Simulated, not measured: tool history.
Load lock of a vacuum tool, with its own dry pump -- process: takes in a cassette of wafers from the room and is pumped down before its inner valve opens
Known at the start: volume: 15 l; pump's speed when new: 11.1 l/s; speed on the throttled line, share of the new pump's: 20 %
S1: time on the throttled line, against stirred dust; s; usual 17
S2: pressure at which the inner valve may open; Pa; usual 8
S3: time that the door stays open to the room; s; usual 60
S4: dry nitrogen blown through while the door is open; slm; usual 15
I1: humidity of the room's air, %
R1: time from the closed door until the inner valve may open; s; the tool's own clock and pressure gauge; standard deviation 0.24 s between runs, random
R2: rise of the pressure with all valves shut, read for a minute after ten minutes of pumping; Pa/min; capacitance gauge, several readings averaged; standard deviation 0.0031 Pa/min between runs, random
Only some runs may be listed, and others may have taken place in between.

run	hour	S1	S2	S3	S4	I1	R1	R2
1	0.0	17	8	60	15	47.1	26.8	0.087
2	160.5	17	16	60	15	42.6	25.9	0.085
3	307.0	17	16	60	6	45.7	26.3	0.107
4	419.5	17	16	60	6	43.8	25.6	0.111
5	611.6	17	8	60	15	42.3	27.2	0.096
6	767.8	17	8	60	15	44.6	27.2	0.100
7	930.1	17	8	60	15	45.5	27.0	0.110
8	1139.6	17	8	60	15	48.9	27.0	0.121
9	1246.6	17	8	60	15	44.9	27.6	0.117
10	1335.2	17	8	60	15	43.5	27.1	0.120
11	1476.5	17	8	173	15	44.4	26.9	0.203
12	1618.0	17	8	173	19	46.6	27.9	0.202
13	1758.7	17	8	173	19	47.7	26.9	0.209
14	1901.9	17	8	173	19	43.2	27.2	0.201
15	1998.7	20	8	35	15	47.3	29.3	0.123
16	2101.0	20	8	35	15	44.5	29.4	0.120
17	2303.9	17	6	60	15	43.5	28.0	0.151
18	2462.6	11	12	45	15	46.7	21.7	0.147
19	2648.5	23	14	46	15	45.6	30.9	0.162
20	2837.5	23	14	46	15	44.6	31.5	0.170
21	3015.9	32	9	40	11	45.8	39.1	0.172
22	3172.1	17	8	60	26	45.6	27.4	0.183
23	3378.1	17	8	60	30	42.2	27.6	0.182
24	3532.0	17	8	60	30	44.8	27.3	0.194
25	3732.9	17	12	62	15	41.3	26.5	0.225
26	3923.8	24	9	60	28	44.9	32.0	0.217
27	4096.8	17	6	60	8	44.7	28.0	0.268
28	4303.7	13	8	40	43	44.3	24.2	0.232

Below are 4 alternative next runs, each starting from the tool's condition after run 28. Predict each:
A	4440.4	17	8	132	15	44.5	?	?
B	4440.4	15	7	60	13	42.8	?	?
C	4440.4	17	9	204	15	44.8	?	?
D	4440.4	13	8	40	5	47.2	?	?

run	R1	R2
A	27.4	0.322
B	26.4	0.265
C	27.3	0.371
D	24.0	0.266
Take away the tool's hidden state, keep each run's random variation, and the runs would have read:
run	R1	R2
A	26.4	0.127
B	25.3	0.074
C	26.3	0.176
D	22.9	0.072
